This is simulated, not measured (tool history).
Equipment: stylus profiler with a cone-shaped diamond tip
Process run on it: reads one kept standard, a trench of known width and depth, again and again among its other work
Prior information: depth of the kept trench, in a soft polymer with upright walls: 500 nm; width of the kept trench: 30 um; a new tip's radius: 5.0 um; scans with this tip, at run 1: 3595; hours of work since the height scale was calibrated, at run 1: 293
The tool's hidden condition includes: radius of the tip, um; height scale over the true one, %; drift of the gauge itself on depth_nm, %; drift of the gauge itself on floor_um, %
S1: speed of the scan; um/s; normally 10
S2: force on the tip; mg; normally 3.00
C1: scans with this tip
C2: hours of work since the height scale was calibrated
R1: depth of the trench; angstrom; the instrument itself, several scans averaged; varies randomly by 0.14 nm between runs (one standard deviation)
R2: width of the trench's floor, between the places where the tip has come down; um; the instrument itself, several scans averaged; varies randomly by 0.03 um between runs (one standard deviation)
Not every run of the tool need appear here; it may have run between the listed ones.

Run 1, hour 0.0: usual settings; C1 3595; C2 293. Result: R1 5089.2 angstrom, R2 24.84 um.
Run 2, hour 79.8: usual settings; C1 4285; C2 349. Result: R1 5092.1 angstrom, R2 24.70 um.
Run 3, hour 163.4: usual settings; C1 5007; C2 408. Result: R1 5090.6 angstrom, R2 24.60 um.
Run 4, hour 249.5: usual settings but S2 7.18 mg; C1 5751; C2 468. Result: R1 5162.5 angstrom, R2 24.40 um.
Run 5, hour 328.0: usual settings but S2 6.03 mg; C1 6429; C2 523. Result: R1 5146.4 angstrom, R2 24.22 um.
Run 6, hour 388.7: usual settings but S2 6.03 mg; C1 6953; C2 566. Result: R1 5148.7 angstrom, R2 24.17 um.
Run 7, hour 502.1: usual settings; C1 7933; C2 646. Result: R1 5095.1 angstrom, R2 23.93 um.
Run 8, hour 582.9: usual settings but S1 20 um/s; C1 8631; C2 703. Result: R1 5097.0 angstrom, R2 23.84 um.
Run 9, hour 696.8: usual settings but S1 20 um/s, S2 1.67 mg; C1 9616; C2 783. Result: R1 5070.6 angstrom, R2 23.65 um.
Run 10, hour 814.2: usual settings; C1 10629; C2 865. Result: R1 5100.0 angstrom, R2 23.55 um.
At hour 943.0: new tip fitted, height scale calibrated.
Run 11, hour 943.0: usual settings; C1 0; C2 0. Result: R1 5086.8 angstrom, R2 25.65 um.
Run 12, hour 1045.8: usual settings; C1 888; C2 72. Result: R1 5085.1 angstrom, R2 25.39 um.
Run 13, hour 1166.6: usual settings but S1 2 um/s; C1 1931; C2 157. Result: R1 5086.5 angstrom, R2 25.23 um.
Run 14, hour 1261.1: usual settings but S1 2 um/s; C1 2748; C2 224. Result: R1 5089.1 angstrom, R2 25.08 um.
Run 15, hour 1356.8: usual settings but S1 2 um/s; C1 3574; C2 291. Result: R1 5090.3 angstrom, R2 24.86 um.
Run 16, hour 1481.3: usual settings but S2 2.19 mg; C1 4651; C2 379. Result: R1 5076.4 angstrom, R2 24.69 um.
Run 17, hour 1543.3: usual settings but S2 7.02 mg; C1 5186; C2 422. Result: R1 5160.1 angstrom, R2 24.57 um.
Run 18, hour 1613.1: usual settings but S2 5.19 mg; C1 5789; C2 471. Result: R1 5131.1 angstrom, R2 24.50 um.
Run 19, hour 1687.5: usual settings but S2 5.19 mg; C1 6432; C2 524. Result: R1 5133.5 angstrom, R2 24.28 um.
Run 20, hour 1754.4: usual settings but S2 5.19 mg; C1 7010; C2 571. Result: R1 5132.0 angstrom, R2 24.16 um.
Run 21, hour 1862.3: usual settings but S1 20 um/s; C1 7942; C2 647. Result: R1 5094.7 angstrom, R2 23.95 um.
Run 22, hour 1931.6: usual settings but S1 20 um/s; C1 8540; C2 695. Result: R1 5097.5 angstrom, R2 23.90 um.
Run 23, hour 2015.0: usual settings but S1 20 um/s, S2 7.50 mg; C1 9261; C2 754. Result: R1 5168.6 angstrom, R2 23.83 um.
Run 24, hour 2144.7: usual settings but S1 20 um/s, S2 7.50 mg; C1 10382; C2 845. Result: R1 5170.4 angstrom, R2 23.58 um.
Run 25, hour 2247.8: usual settings but S1 15 um/s, S2 2.24 mg; C1 11272; C2 918. Result: R1 5080.8 angstrom, R2 23.40 um.
At hour 2298.8: new tip fitted, height scale calibrated.
Run 26, hour 2330.1: usual settings but S1 15 um/s, S2 2.24 mg; C1 271; C2 22. Result: R1 5068.2 angstrom, R2 25.36 um.
Run 27, hour 2383.5: usual settings but S1 15 um/s, S2 2.24 mg; C1 732; C2 60. Result: R1 5070.6 angstrom, R2 25.29 um.
Run 28, hour 2499.9: usual settings but S1 15 um/s, S2 2.24 mg; C1 1738; C2 141. Result: R1 5071.7 angstrom, R2 25.10 um.
Run 29, hour 2591.5: usual settings but S1 15 um/s, S2 5.54 mg; C1 2529; C2 206. Result: R1 5129.9 angstrom, R2 24.95 um.
Run 30, hour 2712.6: usual settings but S2 1.35 mg; C1 3576; C2 291. Result: R1 5049.5 angstrom, R2 24.71 um.
Run 31, hour 2835.3: usual settings but S1 35 um/s, S2 1.95 mg; C1 4636; C2 377. Result: R1 5066.8 angstrom, R2 24.28 um.
Run 32, hour 2922.2: usual settings but S1 35 um/s, S2 1.95 mg; C1 5386; C2 438. Result: R1 5067.0 angstrom, R2 24.20 um.
Run 33, hour 3009.4: usual settings but S1 35 um/s, S2 6.80 mg; C1 6139; C2 500. Result: R1 5155.3 angstrom, R2 24.22 um.
Run 34, hour 3096.8: usual settings but S1 25 um/s, S2 5.50 mg; C1 6894; C2 561. Result: R1 5134.6 angstrom, R2 24.06 um.
Run 35, hour 3165.5: usual settings but S1 25 um/s, S2 5.50 mg; C1 7488; C2 610. Result: R1 5132.4 angstrom, R2 23.90 um.
Run 36, hour 3257.0: usual settings but S1 25 um/s, S2 1.45 mg; C1 8278; C2 674. Result: R1 5056.9 angstrom, R2 23.73 um.
Run 37, hour 3370.9: usual settings but S1 25 um/s, S2 1.45 mg; C1 9262; C2 754. Result: R1 5058.7 angstrom, R2 23.51 um.
Run 38, hour 3423.0: usual settings but S1 25 um/s, S2 1.45 mg; C1 9712; C2 791. Result: R1 5059.9 angstrom, R2 23.42 um.
Run 39, hour 3511.3: usual settings but S1 19 um/s; C1 10475; C2 853. Result: R1 5094.5 angstrom, R2 23.38 um.
Run 40, hour 3601.5: usual settings but S1 19 um/s; C1 11254; C2 916. Result: R1 5094.3 angstrom, R2 23.24 um.
At hour 3659.7: new tip fitted, height scale calibrated.
Run 41, hour 3704.1: usual settings but S1 8 um/s; C1 384; C2 31. Result: R1 5090.7 angstrom, R2 25.52 um.
Run 42, hour 3823.0: usual settings but S1 6 um/s, S2 1.42 mg; C1 1411; C2 115. Result: R1 5058.6 angstrom, R2 25.20 um.
Run 43, hour 3944.2: usual settings but S1 6 um/s, S2 1.42 mg; C1 2458; C2 200. Result: R1 5060.2 angstrom, R2 25.02 um.

Here are 4 independent what-if runs from the current tool condition. What would each one return?
Run A, hour 4049.2: usual settings but S1 25 um/s, S2 1.89 mg; C1 3365; C2 274. Result: R1 ?, R2 ?.
Run B, hour 4049.2: usual settings but S1 19 um/s, S2 1.54 mg; C1 3365; C2 274. Result: R1 ?, R2 ?.
Run C, hour 4049.2: usual settings but S1 6 um/s, S2 2.49 mg; C1 3365; C2 274. Result: R1 ?, R2 ?.
Run D, hour 4049.2: usual settings but S1 3 um/s, S2 1.64 mg; C1 3365; C2 274. Result: R1 ?, R2 ?.

run      R1     R2
  A  5074.2  24.73
  B  5063.6  24.75
  C  5084.2  24.85
  D  5064.9  24.88
Without the tool's unlogged condition, the same runs would have read:
run      R1     R2
  A  5067.6  25.50
  B  5057.1  25.52
  C  5077.6  25.62
  D  5058.3  25.65

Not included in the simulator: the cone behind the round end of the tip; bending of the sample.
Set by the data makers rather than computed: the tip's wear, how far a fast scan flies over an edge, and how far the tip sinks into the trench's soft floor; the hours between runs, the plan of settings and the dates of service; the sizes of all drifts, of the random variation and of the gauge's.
